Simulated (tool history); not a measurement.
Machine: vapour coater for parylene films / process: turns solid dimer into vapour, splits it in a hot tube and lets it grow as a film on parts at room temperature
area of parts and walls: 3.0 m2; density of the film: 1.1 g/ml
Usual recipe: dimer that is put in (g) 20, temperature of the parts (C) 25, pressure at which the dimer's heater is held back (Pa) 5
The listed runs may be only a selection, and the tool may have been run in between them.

| run | day | dimer that is put in (g) | temperature of the parts (C) | pressure at which the dimer's heater is held back (Pa) | thickness of the film (µm) |
|---|---|---|---|---|---|
| 1 | 0 | 20 | 25 | 5 | 3.43 |
|  | 1.279 | trap's valve overhauled |
| 2 | 1.838 | 11 | 25 | 5 | 1.91 |
| 3 | 4.717 | 20 | 25 | 2.6 | 3.76 |
|  | 7.2 | table's thermometer calibrated |
| 4 | 7.954 | 20 | 25 | 2.17 | 3.78 |
| 5 | 10.592 | 20 | 25 | 5 | 3.45 |
| 6 | 13.004 | 20 | 25 | 5 | 3.49 |
| 7 | 16.242 | 20 | 25 | 5 | 3.53 |
|  | 19.642 | trap's valve overhauled |
| 8 | 20.054 | 20 | 25 | 5 | 3.51 |
| 9 | 23.367 | 20 | 25 | 5 | 3.46 |
| 10 | 24.875 | 20 | 25 | 5 | 3.53 |
| 11 | 27.958 | 20 | 23 | 5 | 3.63 |
| 12 | 30.296 | 20 | 23 | 5 | 3.63 |
| 13 | 33.683 | 20 | 25 | 5 | 3.45 |
| 14 | 35.821 | 18 | 25 | 5 | 3.1 |
|  | 38.15 | trap's valve overhauled |
| 15 | 39.425 | 10 | 25 | 5 | 1.75 |
| 16 | 42.662 | 10 | 25 | 5 | 1.78 |

Run 17, settings as shown, results not yet in. Your forecast:
| 17 | 45.592 | 18 | 26 | 2.9 | ? |

thickness of the film (µm): 3.2
With the hidden condition absent and the run-to-run variation left alone, this run would have shown thickness of the film (µm) 3.2.
